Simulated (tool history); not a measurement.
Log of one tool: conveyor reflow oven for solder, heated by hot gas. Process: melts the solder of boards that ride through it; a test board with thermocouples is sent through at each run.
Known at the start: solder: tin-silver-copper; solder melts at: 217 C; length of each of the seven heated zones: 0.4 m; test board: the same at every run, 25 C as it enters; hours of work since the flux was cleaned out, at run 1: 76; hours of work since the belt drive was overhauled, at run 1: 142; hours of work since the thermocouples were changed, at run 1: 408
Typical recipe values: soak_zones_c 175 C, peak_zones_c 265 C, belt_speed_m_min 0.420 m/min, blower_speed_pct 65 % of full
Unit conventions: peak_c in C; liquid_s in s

run,day,soak_zones_c,peak_zones_c,belt_speed_m_min,blower_speed_pct,hours of work since the flux was cleaned out,hours of work since the belt drive was overhauled,hours of work since the thermocouples were changed,peak_c,liquid_s
1,0.000,175,265,0.420,65,76,142,408,249.4,82.0
2,0.329,175,265,0.420,65,80,146,412,249.2,82.2
3,0.662,175,265,0.420,65,84,150,416,249.3,82.2
4,0.946,175,265,0.420,65,87,154,420,249.1,82.4
5,1.242,175,265,0.420,65,91,157,423,249.2,82.5
6,1.554,175,265,0.420,65,94,161,427,249.0,83.1
7,1.925,175,265,0.420,65,99,165,432,249.0,82.6
8,2.254,175,265,0.420,65,103,169,436,249.0,82.4
9,2.554,175,265,0.420,65,106,173,439,249.1,82.3
10,3.029,175,265,0.420,65,112,179,445,249.2,82.4
11,3.542,175,265,0.420,65,118,185,451,249.1,82.2
12,3.883,175,265,0.420,65,123,189,455,249.3,82.2
13,4.096,170,265,0.420,65,125,192,458,248.4,79.1
14,4.333,175,265,0.396,65,128,195,461,251.0,90.3
15,4.775,175,265,0.420,65,133,200,466,249.3,82.6
16,5.154,176,260,0.405,59,138,204,471,244.7,80.3
17,5.654,183,265,0.420,50,144,210,477,247.1,82.5
18,6.133,183,265,0.420,50,150,216,482,247.0,82.7
# day 6.562: flux residue cleaned out of gas plates and filters
19,6.825,170,265,0.420,68,3,222,488,248.9,80.4
20,7.262,175,265,0.420,76,8,227,494,251.4,85.9
21,7.692,175,266,0.420,68,14,233,499,250.9,84.7
22,8.183,166,275,0.394,65,20,238,505,258.5,93.4
23,8.667,166,275,0.394,65,25,244,510,258.2,93.7
24,9.096,166,275,0.394,65,31,249,516,258.5,93.3
25,9.479,166,275,0.394,65,35,254,520,258.3,93.6
26,9.879,183,258,0.420,65,40,259,525,244.8,82.5
27,10.312,165,265,0.420,65,45,264,530,247.4,74.9
28,10.788,183,265,0.451,65,51,270,536,248.6,79.9
29,11.079,183,265,0.451,65,54,273,540,248.3,79.8
30,11.288,171,265,0.420,89,57,276,542,253.0,86.0

Take each entry between the runs: how does the hidden state at the last listed run before it differ from the hidden state at the first listed run after it?
Runs 18 to 19: flux residue cleaned out of gas plates and filters (day 6.562)
  heat that the gas passes to the board, % of a clean oven's: 99.9 -> 100
